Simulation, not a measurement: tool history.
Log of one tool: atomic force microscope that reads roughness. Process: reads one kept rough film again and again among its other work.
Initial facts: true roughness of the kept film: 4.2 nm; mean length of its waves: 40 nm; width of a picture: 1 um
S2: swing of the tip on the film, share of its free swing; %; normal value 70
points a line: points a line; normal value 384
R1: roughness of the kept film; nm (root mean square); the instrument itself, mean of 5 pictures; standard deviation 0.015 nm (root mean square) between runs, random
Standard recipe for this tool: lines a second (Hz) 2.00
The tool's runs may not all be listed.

run 1 hour=0.0 | lines_a_second_(Hz)=2.00 S2=70 points_a_line=384 | R1=3.580
run 2 hour=12.0 | lines_a_second_(Hz)=2.00 S2=58 points_a_line=384 | R1=3.736
run 3 hour=20.5 | lines_a_second_(Hz)=0.82 S2=70 points_a_line=384 | R1=3.729
run 4 hour=29.1 | lines_a_second_(Hz)=2.00 S2=78 points_a_line=384 | R1=3.326
run 5 hour=40.9 | lines_a_second_(Hz)=2.00 S2=78 points_a_line=384 | R1=3.286
run 6 hour=52.4 | lines_a_second_(Hz)=2.00 S2=70 points_a_line=384 | R1=3.450
run 7 hour=59.9 | lines_a_second_(Hz)=2.00 S2=70 points_a_line=384 | R1=3.405
run 8 hour=65.7 | lines_a_second_(Hz)=2.00 S2=69 points_a_line=384 | R1=3.417
-- hour=68.6 new tip fitted
run 9 hour=76.9 | lines_a_second_(Hz)=2.00 S2=70 points_a_line=592 | R1=3.594
run 10 hour=83.8 | lines_a_second_(Hz)=2.00 S2=70 points_a_line=649 | R1=3.553
run 11 hour=95.8 | lines_a_second_(Hz)=3.64 S2=70 points_a_line=649 | R1=3.250
run 12 hour=104.0 | lines_a_second_(Hz)=3.64 S2=70 points_a_line=649 | R1=3.218
run 13 hour=110.4 | lines_a_second_(Hz)=3.64 S2=70 points_a_line=649 | R1=3.205
run 14 hour=121.3 | lines_a_second_(Hz)=3.64 S2=70 points_a_line=649 | R1=3.185
run 15 hour=134.3 | lines_a_second_(Hz)=3.64 S2=70 points_a_line=649 | R1=3.141
-- hour=137.0 new tip fitted
run 16 hour=148.2 | lines_a_second_(Hz)=3.64 S2=70 points_a_line=649 | R1=3.295
run 17 hour=155.0 | lines_a_second_(Hz)=2.00 S2=70 points_a_line=384 | R1=3.531
run 18 hour=161.0 | lines_a_second_(Hz)=2.00 S2=70 points_a_line=384 | R1=3.503
run 19 hour=167.2 | lines_a_second_(Hz)=2.00 S2=70 points_a_line=384 | R1=3.495
run 20 hour=178.4 | lines_a_second_(Hz)=2.00 S2=70 points_a_line=384 | R1=3.488
run 21 hour=183.9 | lines_a_second_(Hz)=2.00 S2=70 points_a_line=384 | R1=3.441
-- hour=185.7 height scale calibrated on a step standard
run 22 hour=191.4 | lines_a_second_(Hz)=2.00 S2=70 points_a_line=280 | R1=3.413
run 23 hour=204.2 | lines_a_second_(Hz)=2.00 S2=69 points_a_line=280 | R1=3.395
-- hour=205.7 new tip fitted
run 24 hour=216.1 | lines_a_second_(Hz)=1.30 S2=70 points_a_line=384 | R1=3.664
run 25 hour=224.6 | lines_a_second_(Hz)=2.90 S2=89 points_a_line=263 | R1=2.769
run 26 hour=232.1 | lines_a_second_(Hz)=2.27 S2=89 points_a_line=273 | R1=2.942
-- hour=238.3 height scale calibrated on a step standard, once more
run 27 hour=238.6 | lines_a_second_(Hz)=2.27 S2=89 points_a_line=273 | R1=2.913

Expected results for the next run?
run 28 hour=250.2 | lines_a_second_(Hz)=1.25 S2=86 points_a_line=273 | R1=?

Run 28 gave R1 3.309 nm (root mean square).
Were there no unlogged condition in the tool, this run, its random variation unchanged, would have produced R1 3.452 nm (root mean square).

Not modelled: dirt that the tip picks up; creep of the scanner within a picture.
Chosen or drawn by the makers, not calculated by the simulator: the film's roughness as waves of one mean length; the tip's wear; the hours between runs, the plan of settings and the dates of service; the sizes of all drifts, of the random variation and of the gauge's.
